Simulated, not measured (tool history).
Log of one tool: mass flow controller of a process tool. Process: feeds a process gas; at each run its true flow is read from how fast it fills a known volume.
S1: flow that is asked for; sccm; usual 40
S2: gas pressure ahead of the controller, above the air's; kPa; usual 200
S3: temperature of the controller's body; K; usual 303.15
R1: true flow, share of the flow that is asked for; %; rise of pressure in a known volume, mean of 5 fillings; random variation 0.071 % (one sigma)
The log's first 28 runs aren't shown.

{"run": 29, "hour": 9132.0, "S1": 36, "S2": 175, "S3": 303.15, "R1": 99.62}
{"run": 30, "hour": 9468.7, "S1": 7, "S2": 234, "S3": 311.15, "R1": 98.77}
{"run": 31, "hour": 9727.9, "S1": 20, "S2": 200, "S3": 300.15, "R1": 98.32}
{"run": 32, "hour": 10182.1, "S1": 14, "S2": 200, "S3": 295.15, "R1": 97.35}
{"run": 33, "hour": 10619.8, "S1": 14, "S2": 200, "S3": 295.15, "R1": 97.36}
{"run": 34, "hour": 10988.3, "S1": 14, "S2": 148, "S3": 295.15, "R1": 97.1}
{"run": 35, "hour": 11417.5, "S1": 40, "S2": 200, "S3": 311.15, "R1": 100.81}
{"run": 36, "hour": 11642.2, "S1": 40, "S2": 200, "S3": 311.15, "R1": 100.8}
{"run": 37, "hour": 12001.4, "S1": 40, "S2": 200, "S3": 311.15, "R1": 100.9}
{"run": 38, "hour": 12305.8, "S1": 40, "S2": 204, "S3": 311.15, "R1": 100.85}
{"run": 39, "hour": 12772.1, "S1": 40, "S2": 204, "S3": 311.15, "R1": 100.9}
{"run": 40, "hour": 13240.8, "S1": 40, "S2": 204, "S3": 311.15, "R1": 100.87}
{"run": 41, "hour": 13702.1, "S1": 40, "S2": 204, "S3": 311.15, "R1": 100.88}
{"run": 42, "hour": 14136.5, "S1": 7, "S2": 155, "S3": 305.15, "R1": 97.83}
{"run": 43, "hour": 14358.4, "S1": 7, "S2": 155, "S3": 305.15, "R1": 97.7}
{"run": 44, "hour": 14547.6, "S1": 7, "S2": 155, "S3": 305.15, "R1": 97.8}
{"run": 45, "hour": 14805.4, "S1": 13, "S2": 242, "S3": 303.15, "R1": 98.21}
{"run": 46, "hour": 15155.7, "S1": 13, "S2": 242, "S3": 303.15, "R1": 98.22}
{"run": 47, "hour": 15603.5, "S1": 13, "S2": 176, "S3": 303.15, "R1": 98.07}

5 ways to go on from here, each from the tool as it stands after run 47. What would each give?
{"run": "A", "hour": 16011.9, "S1": 40, "S2": 238, "S3": 303.15, "R1": "?"}
{"run": "B", "hour": 16011.9, "S1": 25, "S2": 181, "S3": 308.15, "R1": "?"}
{"run": "C", "hour": 16011.9, "S1": 13, "S2": 176, "S3": 297.15, "R1": "?"}
{"run": "D", "hour": 16011.9, "S1": 40, "S2": 205, "S3": 299.15, "R1": "?"}
{"run": "E", "hour": 16011.9, "S1": 9, "S2": 227, "S3": 309.15, "R1": "?"}

run=A R1=100.1
run=B R1=99.41
run=C R1=97.43
run=D R1=99.51
run=E R1=98.68
Without the tool's hidden state the same runs would have given:
run=A R1=100.09
run=B R1=99.41
run=C R1=97.45
run=D R1=99.5
run=E R1=98.72

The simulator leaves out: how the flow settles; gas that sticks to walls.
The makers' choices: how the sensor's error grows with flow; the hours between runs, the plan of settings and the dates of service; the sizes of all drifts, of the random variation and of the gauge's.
